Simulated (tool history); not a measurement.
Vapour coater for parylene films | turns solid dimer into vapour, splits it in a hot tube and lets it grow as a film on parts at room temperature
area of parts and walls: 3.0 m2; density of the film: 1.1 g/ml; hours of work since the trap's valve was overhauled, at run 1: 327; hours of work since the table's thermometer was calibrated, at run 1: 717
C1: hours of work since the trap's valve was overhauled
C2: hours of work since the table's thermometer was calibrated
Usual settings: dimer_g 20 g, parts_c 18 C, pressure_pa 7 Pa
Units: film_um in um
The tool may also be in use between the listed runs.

run 1 hour=0 | dimer_g=20 parts_c=18 pressure_pa=7 | C1=327 C2=717 | film_um=4.09
run 2 hour=13.9 | dimer_g=20 parts_c=18 pressure_pa=7 | C1=336 C2=726 | film_um=4.07
run 3 hour=41.2 | dimer_g=20 parts_c=18 pressure_pa=7 | C1=353 C2=743 | film_um=4
run 4 hour=56.7 | dimer_g=20 parts_c=18 pressure_pa=7 | C1=363 C2=753 | film_um=3.99
run 5 hour=82.6 | dimer_g=20 parts_c=18 pressure_pa=7 | C1=380 C2=770 | film_um=4.03
run 6 hour=101.1 | dimer_g=20 parts_c=18 pressure_pa=7 | C1=392 C2=782 | film_um=3.93
run 7 hour=128.8 | dimer_g=20 parts_c=18 pressure_pa=7 | C1=410 C2=800 | film_um=3.98
run 8 hour=150.4 | dimer_g=20 parts_c=13 pressure_pa=7 | C1=424 C2=814 | film_um=4.9
run 9 hour=172.7 | dimer_g=33 parts_c=29 pressure_pa=3.02 | C1=438 C2=828 | film_um=4.56
run 10 hour=193.7 | dimer_g=33 parts_c=29 pressure_pa=3.02 | C1=452 C2=842 | film_um=4.55
run 11 hour=211.8 | dimer_g=33 parts_c=29 pressure_pa=3.02 | C1=464 C2=854 | film_um=4.55

Forecast each of these 4 alternatives for the next run:
run A hour=237.8 | dimer_g=33 parts_c=26 pressure_pa=3.02 | C1=481 C2=871 | film_um=?
run B hour=237.8 | dimer_g=33 parts_c=30 pressure_pa=5.84 | C1=481 C2=871 | film_um=?
run C hour=237.8 | dimer_g=25 parts_c=18 pressure_pa=7 | C1=481 C2=871 | film_um=?
run D hour=237.8 | dimer_g=29 parts_c=15 pressure_pa=4.98 | C1=481 C2=871 | film_um=?

run=A film_um=4.98
run=B film_um=4.01
run=C film_um=4.82
run=D film_um=6.61
Without the tool's hidden state the same runs would have given:
run=A film_um=5.78
run=B film_um=4.64
run=C film_um=5.58
run=D film_um=7.67

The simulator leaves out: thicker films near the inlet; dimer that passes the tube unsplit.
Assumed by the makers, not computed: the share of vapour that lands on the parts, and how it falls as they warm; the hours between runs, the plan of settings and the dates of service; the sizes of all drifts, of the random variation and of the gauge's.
